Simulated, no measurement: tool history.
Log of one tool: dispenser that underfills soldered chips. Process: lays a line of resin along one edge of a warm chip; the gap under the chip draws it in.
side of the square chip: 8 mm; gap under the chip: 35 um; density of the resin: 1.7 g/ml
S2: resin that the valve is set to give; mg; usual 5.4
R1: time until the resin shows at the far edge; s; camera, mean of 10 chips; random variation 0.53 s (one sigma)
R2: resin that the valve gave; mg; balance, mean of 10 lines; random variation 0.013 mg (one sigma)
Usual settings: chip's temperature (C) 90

Run 1, hour 0: usual settings. Result: R1 52.7 s, R2 5.27 mg.
At hour 3.7: new syringe of resin.
Run 2, hour 6.1: usual settings but S2 5.5 mg. Result: R1 44.8 s, R2 5.37 mg.
Run 3, hour 9.9: usual settings. Result: R1 48.4 s, R2 5.27 mg.
Run 4, hour 15.7: usual settings. Result: R1 53.9 s, R2 5.26 mg.
At hour 20: new syringe of resin.
Run 5, hour 21.9: usual settings. Result: R1 44.3 s, R2 5.25 mg.
Run 6, hour 24.8: usual settings but S2 6.54 mg. Result: R1 45.4 s, R2 6.36 mg.
Run 7, hour 31: usual settings but S2 6.54 mg. Result: R1 50 s, R2 6.34 mg.
At hour 36.2: new syringe of resin.
Run 8, hour 36.2: usual settings but chip's temperature (C) 86, S2 6.38 mg. Result: R1 48.3 s, R2 6.17 mg.
Run 9, hour 41.7: usual settings but chip's temperature (C) 79, S2 6.38 mg. Result: R1 66.3 s, R2 6.15 mg.
Run 10, hour 47.8: usual settings but chip's temperature (C) 79, S2 6.38 mg. Result: R1 74 s, R2 6.14 mg.
At hour 52.7: new syringe of resin.
Run 11, hour 53.6: usual settings but chip's temperature (C) 79, S2 6.38 mg. Result: R1 60.1 s, R2 6.12 mg.
Run 12, hour 58.4: usual settings but chip's temperature (C) 77, S2 5.3 mg. Result: R1 71.4 s, R2 5.09 mg.

Forecast each of these 3 alternatives for the next run:
Run A, hour 62.6: usual settings but chip's temperature (C) 84, S2 5.39 mg. Result: R1 ?, R2 ?.
Run B, hour 62.6: usual settings but chip's temperature (C) 81, S2 6.97 mg. Result: R1 ?, R2 ?.
Run C, hour 62.6: usual settings but chip's temperature (C) 97, S2 6.89 mg. Result: R1 ?, R2 ?.

run    R1    R2
  A  61.1  5.16
  B  64.6  6.66
  C  39.5  6.62
Without the tool's hidden state the same runs would have given:
run    R1    R2
  A  52.2  5.39
  B  55.7  6.95
  C  33.9  6.91
